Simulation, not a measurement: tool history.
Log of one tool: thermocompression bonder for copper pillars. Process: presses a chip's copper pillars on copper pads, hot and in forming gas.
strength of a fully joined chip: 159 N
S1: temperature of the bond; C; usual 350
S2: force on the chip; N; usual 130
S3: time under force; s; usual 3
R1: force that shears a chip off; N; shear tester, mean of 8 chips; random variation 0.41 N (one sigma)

run	hour	S1	S2	S3	R1
1	0	350	130	3	68
2	14.8	350	130	3	67.5
3	46.3	350	130	3	67.3
4	69.6	350	130	3	67.7
5	102.7	350	130	3	68
6	128.8	350	130	3	67.1
7	144.7	350	130	3	67.1
8	178.1	353	130	3	69.7
9	212.1	359	130	3	74.1
10	248.4	359	130	3	73.4
11	276	350	130	3	66.8
12	291.9	350	130	6	85.7
13	307.9	350	130	6	86.2
14	343.9	350	130	6	85.4
15	375.1	350	130	3	67.7
16	403.9	350	130	3	67.2
17	432	350	130	3	67.7
18	447.5	350	130	3	67.8
19	471.1	350	130	3	67.8
20	499.6	342	130	4	69.2
21	519.3	350	105	3	59.6
22	538.8	373	139	7	110.7
23	571.8	373	139	7	111.7
# hour 606.2: heater calibrated with a thermocouple chip
24	607.5	374	160	7	117.9
25	625	350	185	3	81
26	661.1	350	185	3	81.6
27	694.8	341	168	2	61.3
28	728.1	371	166	7	116.2
# hour 731: forming gas filter changed
29	756.6	371	166	7	116.9
30	778.6	371	166	7	117.8
31	809.2	371	166	7	117.8
32	832.3	371	166	7	116.5
33	859.2	371	166	7	118.8
34	878.7	349	79	9	75.2
35	897.4	361	120	2	61.6
36	927.8	369	130	2	70.6
37	959.9	369	130	2	69.2

Forecast each of these 3 alternatives for the next run:
A	975.6	352	130	4	?
B	975.6	341	103	3	?
C	975.6	369	105	3	?

run	R1
A	75.3
B	53
C	71.3
Without the tool's hidden state the same runs would have given:
run	R1
A	75.4
B	53.1
C	71.4

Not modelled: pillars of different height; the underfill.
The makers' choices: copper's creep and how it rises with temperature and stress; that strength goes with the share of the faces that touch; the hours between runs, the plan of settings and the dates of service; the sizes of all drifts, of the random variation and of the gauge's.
